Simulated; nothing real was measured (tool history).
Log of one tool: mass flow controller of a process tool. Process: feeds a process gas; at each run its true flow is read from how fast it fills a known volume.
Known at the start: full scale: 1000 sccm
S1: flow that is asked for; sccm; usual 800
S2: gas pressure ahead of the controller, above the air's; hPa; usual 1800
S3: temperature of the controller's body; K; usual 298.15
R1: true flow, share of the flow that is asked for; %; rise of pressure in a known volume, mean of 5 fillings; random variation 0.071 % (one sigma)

{"run": 1, "hour": 0.0, "S1": 800, "S2": 1800, "S3": 298.15, "R1": 99.51}
{"run": 2, "hour": 283.2, "S1": 800, "S2": 1800, "S3": 298.15, "R1": 99.57}
{"run": 3, "hour": 440.4, "S1": 800, "S2": 1800, "S3": 298.15, "R1": 99.77}
{"run": 4, "hour": 686.0, "S1": 175, "S2": 1800, "S3": 298.15, "R1": 97.76}
{"run": 5, "hour": 963.4, "S1": 175, "S2": 1800, "S3": 298.15, "R1": 97.87}
{"run": 6, "hour": 1246.0, "S1": 175, "S2": 1420, "S3": 298.15, "R1": 98.11}
{"run": 7, "hour": 1519.5, "S1": 175, "S2": 1420, "S3": 298.15, "R1": 98.23}
{"run": 8, "hour": 1782.7, "S1": 188, "S2": 1800, "S3": 298.15, "R1": 98.03}
{"run": 9, "hour": 2030.6, "S1": 188, "S2": 1800, "S3": 298.15, "R1": 98.11}
{"run": 10, "hour": 2275.0, "S1": 188, "S2": 1800, "S3": 298.15, "R1": 98.15}
{"run": 11, "hour": 2551.9, "S1": 188, "S2": 1800, "S3": 298.15, "R1": 98.39}
{"run": 12, "hour": 2802.8, "S1": 188, "S2": 1800, "S3": 298.15, "R1": 98.4}
{"run": 13, "hour": 3059.4, "S1": 188, "S2": 1800, "S3": 298.15, "R1": 98.32}
{"run": 14, "hour": 3251.3, "S1": 800, "S2": 1800, "S3": 297.15, "R1": 100.42}
{"run": 15, "hour": 3520.1, "S1": 800, "S2": 1800, "S3": 297.15, "R1": 100.52}
{"run": 16, "hour": 3797.7, "S1": 800, "S2": 1800, "S3": 297.15, "R1": 100.75}
{"run": 17, "hour": 3948.4, "S1": 349, "S2": 1730, "S3": 294.15, "R1": 99.19}
{"run": 18, "hour": 4149.8, "S1": 800, "S2": 1800, "S3": 295.15, "R1": 100.69}
{"run": 19, "hour": 4431.6, "S1": 138, "S2": 1800, "S3": 302.15, "R1": 98.82}
{"run": 20, "hour": 4708.6, "S1": 138, "S2": 1800, "S3": 302.15, "R1": 98.93}
{"run": 21, "hour": 4945.6, "S1": 138, "S2": 1800, "S3": 310.15, "R1": 99.23}
{"run": 22, "hour": 5217.4, "S1": 138, "S2": 1800, "S3": 310.15, "R1": 99.34}
{"run": 23, "hour": 5377.9, "S1": 138, "S2": 1800, "S3": 310.15, "R1": 99.39}
{"run": 24, "hour": 5543.1, "S1": 145, "S2": 1800, "S3": 298.15, "R1": 99.06}
{"hour": 5670.7, "done": "gauge calibrated"}
{"run": 25, "hour": 5781.6, "S1": 264, "S2": 1800, "S3": 312.15, "R1": 98.25}
{"run": 26, "hour": 6058.2, "S1": 111, "S2": 1800, "S3": 312.15, "R1": 97.81}
{"run": 27, "hour": 6294.1, "S1": 111, "S2": 1800, "S3": 312.15, "R1": 97.87}

Some steps in R1 between neighbouring runs. How much of each would the tool show without its hidden state too (settings, what came in, random variation), and how much is left for the hidden state, with any gauge scatter that isn't in both results?
The hidden state here: flow at rest that the sensor doesn't see, % of full scale; true flow over the shown one, %; drift of the gauge itself on true_pct, %.
Run 3 -> 4: S1 800 -> 175. R1 -2.01 %: hidden state +0.07, all else -2.08.
Run 4 -> 5: no setting changed, nothing entered. R1 +0.11 %: hidden state +0.09, all else +0.02.
Run 13 -> 14: S1 188 -> 800, S3 298.15 -> 297.15. R1 +2.1 %: hidden state +0.08, all else +2.02.
Run 24 -> 25: S1 145 -> 264, S3 298.15 -> 312.15, gauge calibrated. R1 -0.81 %: hidden state -1.62, all else +0.81.
